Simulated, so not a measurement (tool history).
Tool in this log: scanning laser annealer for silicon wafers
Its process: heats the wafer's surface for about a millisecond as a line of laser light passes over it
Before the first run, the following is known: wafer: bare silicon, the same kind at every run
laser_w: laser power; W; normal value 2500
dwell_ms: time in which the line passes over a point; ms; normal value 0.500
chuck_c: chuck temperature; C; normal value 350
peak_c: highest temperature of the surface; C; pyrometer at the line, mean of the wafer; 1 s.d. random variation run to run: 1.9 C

{"run": 1, "day": 0.0, "laser_w": 2500, "dwell_ms": 0.5, "chuck_c": 350, "peak_c": 1171}
{"run": 2, "day": 0.788, "laser_w": 2434, "dwell_ms": 0.5, "chuck_c": 350, "peak_c": 1147}
{"run": 3, "day": 1.704, "laser_w": 2434, "dwell_ms": 0.5, "chuck_c": 350, "peak_c": 1148}
{"run": 4, "day": 2.575, "laser_w": 2434, "dwell_ms": 0.5, "chuck_c": 350, "peak_c": 1149}
{"run": 5, "day": 3.362, "laser_w": 2434, "dwell_ms": 0.5, "chuck_c": 350, "peak_c": 1147}
{"run": 6, "day": 4.142, "laser_w": 2434, "dwell_ms": 0.5, "chuck_c": 350, "peak_c": 1148}
{"run": 7, "day": 4.708, "laser_w": 2500, "dwell_ms": 0.5, "chuck_c": 350, "peak_c": 1167}
{"run": 8, "day": 5.279, "laser_w": 2500, "dwell_ms": 0.5, "chuck_c": 350, "peak_c": 1172}
{"run": 9, "day": 5.671, "laser_w": 2500, "dwell_ms": 0.5, "chuck_c": 350, "peak_c": 1170}
{"run": 10, "day": 6.233, "laser_w": 2500, "dwell_ms": 0.5, "chuck_c": 350, "peak_c": 1170}
{"run": 11, "day": 6.9, "laser_w": 2500, "dwell_ms": 0.5, "chuck_c": 350, "peak_c": 1171}
{"run": 12, "day": 7.392, "laser_w": 2500, "dwell_ms": 0.5, "chuck_c": 350, "peak_c": 1170}
{"run": 13, "day": 8.288, "laser_w": 2500, "dwell_ms": 0.5, "chuck_c": 350, "peak_c": 1170}
{"run": 14, "day": 9.125, "laser_w": 2500, "dwell_ms": 0.5, "chuck_c": 350, "peak_c": 1168}
{"run": 15, "day": 9.812, "laser_w": 2500, "dwell_ms": 0.5, "chuck_c": 350, "peak_c": 1168}
{"run": 16, "day": 10.529, "laser_w": 2362, "dwell_ms": 0.5, "chuck_c": 350, "peak_c": 1127}
{"run": 17, "day": 11.075, "laser_w": 2500, "dwell_ms": 0.5, "chuck_c": 350, "peak_c": 1168}
{"run": 18, "day": 11.842, "laser_w": 2500, "dwell_ms": 0.5, "chuck_c": 350, "peak_c": 1172}
{"run": 19, "day": 12.567, "laser_w": 2500, "dwell_ms": 0.5, "chuck_c": 350, "peak_c": 1172}
{"run": 20, "day": 13.283, "laser_w": 2500, "dwell_ms": 0.5, "chuck_c": 350, "peak_c": 1168}
{"run": 21, "day": 13.962, "laser_w": 2679, "dwell_ms": 0.416, "chuck_c": 350, "peak_c": 1147}
{"run": 22, "day": 14.554, "laser_w": 2474, "dwell_ms": 0.5, "chuck_c": 332, "peak_c": 1146}
{"run": 23, "day": 14.933, "laser_w": 2474, "dwell_ms": 0.5, "chuck_c": 332, "peak_c": 1143}
{"run": 24, "day": 15.858, "laser_w": 2474, "dwell_ms": 0.524, "chuck_c": 332, "peak_c": 1163}
{"run": 25, "day": 16.271, "laser_w": 2474, "dwell_ms": 0.524, "chuck_c": 332, "peak_c": 1165}
{"run": 26, "day": 16.975, "laser_w": 2500, "dwell_ms": 0.5, "chuck_c": 378, "peak_c": 1197}
{"run": 27, "day": 17.412, "laser_w": 2500, "dwell_ms": 0.477, "chuck_c": 313, "peak_c": 1114}
{"run": 28, "day": 17.971, "laser_w": 2423, "dwell_ms": 0.452, "chuck_c": 331, "peak_c": 1085}
{"run": 29, "day": 18.796, "laser_w": 2731, "dwell_ms": 0.573, "chuck_c": 350, "peak_c": 1311}
{"run": 30, "day": 19.204, "laser_w": 2131, "dwell_ms": 0.413, "chuck_c": 316, "peak_c": 951}
{"run": 31, "day": 19.592, "laser_w": 2131, "dwell_ms": 0.542, "chuck_c": 313, "peak_c": 1043}
{"run": 32, "day": 20.4, "laser_w": 2500, "dwell_ms": 0.43, "chuck_c": 376, "peak_c": 1138}
{"run": 33, "day": 21.204, "laser_w": 2500, "dwell_ms": 0.43, "chuck_c": 376, "peak_c": 1134}
{"run": 34, "day": 22.067, "laser_w": 2500, "dwell_ms": 0.43, "chuck_c": 376, "peak_c": 1136}
{"run": 35, "day": 22.871, "laser_w": 2500, "dwell_ms": 0.43, "chuck_c": 376, "peak_c": 1138}
{"run": 36, "day": 23.442, "laser_w": 2500, "dwell_ms": 0.417, "chuck_c": 367, "peak_c": 1115}
{"day": 23.779, "done": "window over the wafer cleaned"}
{"run": 37, "day": 24.121, "laser_w": 2500, "dwell_ms": 0.417, "chuck_c": 367, "peak_c": 1115}
{"run": 38, "day": 24.821, "laser_w": 2275, "dwell_ms": 0.441, "chuck_c": 311, "peak_c": 1008}
{"run": 39, "day": 25.204, "laser_w": 2275, "dwell_ms": 0.441, "chuck_c": 311, "peak_c": 1012}
{"run": 40, "day": 26.083, "laser_w": 2430, "dwell_ms": 0.441, "chuck_c": 338, "peak_c": 1085}

Forecast each of these 5 alternatives for the next run:
{"run": "A", "day": 26.733, "laser_w": 2606, "dwell_ms": 0.603, "chuck_c": 331, "peak_c": "?"}
{"run": "B", "day": 26.733, "laser_w": 2252, "dwell_ms": 0.477, "chuck_c": 327, "peak_c": "?"}
{"run": "C", "day": 26.733, "laser_w": 2655, "dwell_ms": 0.449, "chuck_c": 338, "peak_c": "?"}
{"run": "D", "day": 26.733, "laser_w": 2478, "dwell_ms": 0.589, "chuck_c": 320, "peak_c": "?"}
{"run": "E", "day": 26.733, "laser_w": 2152, "dwell_ms": 0.512, "chuck_c": 327, "peak_c": "?"}

run=A peak_c=1277
run=B peak_c=1047
run=C peak_c=1165
run=D peak_c=1205
run=E peak_c=1042
With the hidden condition removed and each run's random variation left untouched, the same runs would have given:
run=A peak_c=1277
run=B peak_c=1047
run=C peak_c=1165
run=D peak_c=1206
run=E peak_c=1043

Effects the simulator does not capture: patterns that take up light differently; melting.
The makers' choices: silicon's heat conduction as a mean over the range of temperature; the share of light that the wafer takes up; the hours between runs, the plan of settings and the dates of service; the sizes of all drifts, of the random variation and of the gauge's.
